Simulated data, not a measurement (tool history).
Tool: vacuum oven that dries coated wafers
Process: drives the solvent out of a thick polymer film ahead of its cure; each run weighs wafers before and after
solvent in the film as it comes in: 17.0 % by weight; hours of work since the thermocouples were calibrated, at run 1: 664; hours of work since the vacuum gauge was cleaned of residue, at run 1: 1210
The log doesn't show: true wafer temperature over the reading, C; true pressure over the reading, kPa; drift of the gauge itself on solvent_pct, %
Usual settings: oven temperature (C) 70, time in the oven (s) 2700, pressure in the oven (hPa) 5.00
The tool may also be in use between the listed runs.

run,hour,oven temperature (C),time in the oven (s),pressure in the oven (hPa),hours of work since the thermocouples were calibrated,hours of work since the vacuum gauge was cleaned of residue,solvent left in the film (%)
1,0.0,70,2700,5.00,664,1210,0.75
2,37.6,70,2700,5.00,683,1229,0.75
3,96.3,70,2700,16.04,713,1258,1.24
4,167.2,70,2700,16.04,748,1294,1.34
5,200.9,70,2700,16.35,765,1311,1.30
# hour 209.4: oven's thermocouples calibrated
6,264.6,70,2700,16.35,28,1342,1.32
7,334.3,55,2700,5.00,63,1377,3.53
8,393.9,70,2700,5.00,93,1407,0.76
9,430.6,70,2700,5.00,111,1426,0.74
10,466.9,70,2700,5.00,130,1444,0.80
11,522.1,70,2700,5.00,158,1472,0.72
12,592.5,70,2700,6.84,193,1507,0.81
13,647.9,58,2160,4.89,221,1535,3.69
14,678.0,58,2160,4.89,236,1550,3.71
15,751.6,58,2160,4.89,273,1587,3.63
16,809.1,70,3600,2.91,302,1616,0.33
17,850.8,70,3600,2.91,323,1637,0.32
18,887.0,70,3600,2.91,341,1656,0.30
19,941.4,70,3600,3.58,369,1683,0.33
20,990.7,65,2400,8.85,394,1708,1.90
21,1041.1,65,2400,8.85,419,1733,1.88
22,1077.7,65,2400,8.85,437,1752,1.92
23,1124.4,70,2700,14.73,461,1775,1.26

Forecast each of these 3 alternatives for the next run:
A,1185.2,70,2700,14.04,492,1806,?
B,1185.2,70,1920,4.08,492,1806,?
C,1185.2,60,1920,5.03,492,1806,?

run,solvent left in the film (%)
A,1.20
B,1.46
C,3.70
Without the tool's hidden state the same runs would have given:
run,solvent left in the film (%)
A,1.18
B,1.45
C,3.69

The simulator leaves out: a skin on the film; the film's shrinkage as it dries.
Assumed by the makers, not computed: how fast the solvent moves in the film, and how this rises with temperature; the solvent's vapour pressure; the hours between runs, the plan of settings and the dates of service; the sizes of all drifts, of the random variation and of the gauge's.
